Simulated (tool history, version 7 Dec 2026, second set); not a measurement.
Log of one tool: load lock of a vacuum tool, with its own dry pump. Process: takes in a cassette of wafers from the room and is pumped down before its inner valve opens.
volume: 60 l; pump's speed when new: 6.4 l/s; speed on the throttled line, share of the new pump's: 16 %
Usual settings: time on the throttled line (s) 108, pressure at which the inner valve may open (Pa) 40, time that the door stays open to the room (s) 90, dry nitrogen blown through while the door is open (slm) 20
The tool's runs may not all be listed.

| run | hour | time on the throttled line (s) | pressure at which the inner valve may open (Pa) | time that the door stays open to the room (s) | dry nitrogen blown through while the door is open (slm) | incoming humidity of the room's air, % | time from the closed door until the inner valve may open (s) | rise of the pressure with all valves shut (Pa/min) |
|---|---|---|---|---|---|---|---|---|
| 1 | 0 | 108 | 40 | 90 | 20 | 44.3 | 168.3 | 0.253 |
| 2 | 325.1 | 108 | 40 | 90 | 29 | 42.1 | 167.2 | 0.244 |
| 3 | 598.6 | 108 | 40 | 90 | 29 | 46.9 | 167.6 | 0.247 |
| 4 | 893.7 | 108 | 73 | 90 | 20 | 48.8 | 162 | 0.265 |
| 5 | 1141.4 | 108 | 73 | 90 | 20 | 45.9 | 162.3 | 0.263 |
| 6 | 1426 | 108 | 73 | 90 | 20 | 47.5 | 161.7 | 0.273 |
| 7 | 1944.2 | 108 | 40 | 90 | 20 | 43.6 | 167.8 | 0.276 |
| 8 | 2355.5 | 54 | 28 | 31 | 31 | 45.3 | 127.1 | 0.256 |
| 9 | 2717.7 | 54 | 28 | 31 | 31 | 44.4 | 126.4 | 0.265 |
| 10 | 3190.2 | 87 | 33 | 90 | 20 | 40.3 | 152.9 | 0.291 |
| 11 | 3425.6 | 87 | 33 | 90 | 20 | 46.5 | 153.1 | 0.302 |
| 12 | 3647.4 | 87 | 33 | 90 | 20 | 46.1 | 153 | 0.299 |
| 13 | 4126.6 | 87 | 33 | 90 | 20 | 42.2 | 153.1 | 0.306 |

Hidden state or all else? Some run-to-run changes of time from the closed door until the inner valve may open (s), split into what the settings, what came in and random variation would give without the hidden state, and what is left for the hidden state (with any gauge scatter that isn't in both results):
The hidden state here: pump's speed, % of a new pump's; leak at the door's seal, Pa l/s; drift of the gauge itself on ready_s, %; drift of the gauge itself on rise_pa_min, %.
Run 7 -> 8: time on the throttled line (s) 108 -> 54, pressure at which the inner valve may open (Pa) 40 -> 28, time that the door stays open to the room (s) 90 -> 31, dry nitrogen blown through while the door is open (slm) 20 -> 31. time from the closed door until the inner valve may open (s) -40.7: hidden state +0.8, all else -41.5.

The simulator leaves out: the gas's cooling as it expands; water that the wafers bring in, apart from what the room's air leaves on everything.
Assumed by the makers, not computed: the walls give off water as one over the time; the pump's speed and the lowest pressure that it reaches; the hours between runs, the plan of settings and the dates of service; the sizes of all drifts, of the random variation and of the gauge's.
